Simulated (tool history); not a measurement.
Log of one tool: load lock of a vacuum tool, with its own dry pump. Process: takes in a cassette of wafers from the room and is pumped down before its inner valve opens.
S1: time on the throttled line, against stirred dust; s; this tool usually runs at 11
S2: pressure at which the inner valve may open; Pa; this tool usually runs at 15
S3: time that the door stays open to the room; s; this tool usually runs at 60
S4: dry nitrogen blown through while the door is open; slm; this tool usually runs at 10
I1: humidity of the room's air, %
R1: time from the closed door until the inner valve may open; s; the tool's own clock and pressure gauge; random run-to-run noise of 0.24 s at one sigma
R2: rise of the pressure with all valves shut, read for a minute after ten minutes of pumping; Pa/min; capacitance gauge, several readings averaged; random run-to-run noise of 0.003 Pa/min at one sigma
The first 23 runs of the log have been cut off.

Run 24, hour 5664.1: usual settings but S1 16 s, S2 22 Pa, S4 43 slm; I1 45.3. Result: R1 24.9 s, R2 0.332 Pa/min.
Run 25, hour 5874.1: usual settings but S2 30 Pa; I1 41.8. Result: R1 20.6 s, R2 0.357 Pa/min.
Run 26, hour 6117.1: usual settings but S2 30 Pa; I1 45.6. Result: R1 20.4 s, R2 0.379 Pa/min.
Run 27, hour 6259.5: usual settings but S2 30 Pa; I1 43.0. Result: R1 20.4 s, R2 0.393 Pa/min.
Run 28, hour 6482.3: usual settings but S1 7 s, S2 17 Pa, S4 6 slm; I1 47.5. Result: R1 18.3 s, R2 0.418 Pa/min.
Run 29, hour 6773.3: usual settings but S1 9 s, S2 11 Pa, S3 115 s, S4 39 slm; I1 41.8. Result: R1 20.7 s, R2 0.420 Pa/min.
Run 30, hour 6902.4: usual settings but S1 14 s, S2 29 Pa, S3 27 s, S4 43 slm; I1 46.1. Result: R1 22.8 s, R2 0.410 Pa/min.
Run 31, hour 7045.0: usual settings but S1 14 s, S2 29 Pa, S3 43 s, S4 25 slm; I1 44.7. Result: R1 22.9 s, R2 0.437 Pa/min.
Run 32, hour 7199.2: usual settings but S2 19 Pa, S3 127 s, S4 5 slm; I1 44.3. Result: R1 21.3 s, R2 0.492 Pa/min.
Run 33, hour 7376.3: usual settings but S2 19 Pa, S3 127 s, S4 5 slm; I1 42.0. Result: R1 21.3 s, R2 0.517 Pa/min.
Run 34, hour 7681.5: usual settings but S1 20 s, S2 29 Pa, S3 125 s; I1 47.6. Result: R1 27.8 s, R2 0.532 Pa/min.
Run 35, hour 7891.9: usual settings but S1 20 s, S2 29 Pa, S3 125 s; I1 44.1. Result: R1 28.2 s, R2 0.554 Pa/min.
Run 36, hour 8100.8: usual settings but S1 14 s, S3 28 s; I1 44.0. Result: R1 24.5 s, R2 0.550 Pa/min.
Run 37, hour 8341.9: usual settings but S3 52 s, S4 16 slm; I1 46.4. Result: R1 21.9 s, R2 0.581 Pa/min.

Below are 4 alternative next runs, each starting from the tool's condition after run 37. Predict each:
Run A, hour 8465.5: usual settings but S1 6 s, S3 138 s, S4 16 slm; I1 43.4. Result: R1 ?, R2 ?.
Run B, hour 8465.5: usual settings but S2 11 Pa, S3 50 s, S4 16 slm; I1 45.2. Result: R1 ?, R2 ?.
Run C, hour 8465.5: usual settings but S3 239 s, S4 16 slm; I1 43.0. Result: R1 ?, R2 ?.
Run D, hour 8465.5: usual settings but S2 13 Pa, S3 106 s, S4 5 slm; I1 43.2. Result: R1 ?, R2 ?.

run    R1     R2
  A  18.1  0.605
  B  22.5  0.596
  C  21.8  0.613
  D  22.0  0.617
Stripped of hidden state, with their random variation kept, the same runs would have yielded:
run    R1     R2
  A  17.0  0.041
  B  21.4  0.034
  C  20.8  0.057
  D  21.0  0.061
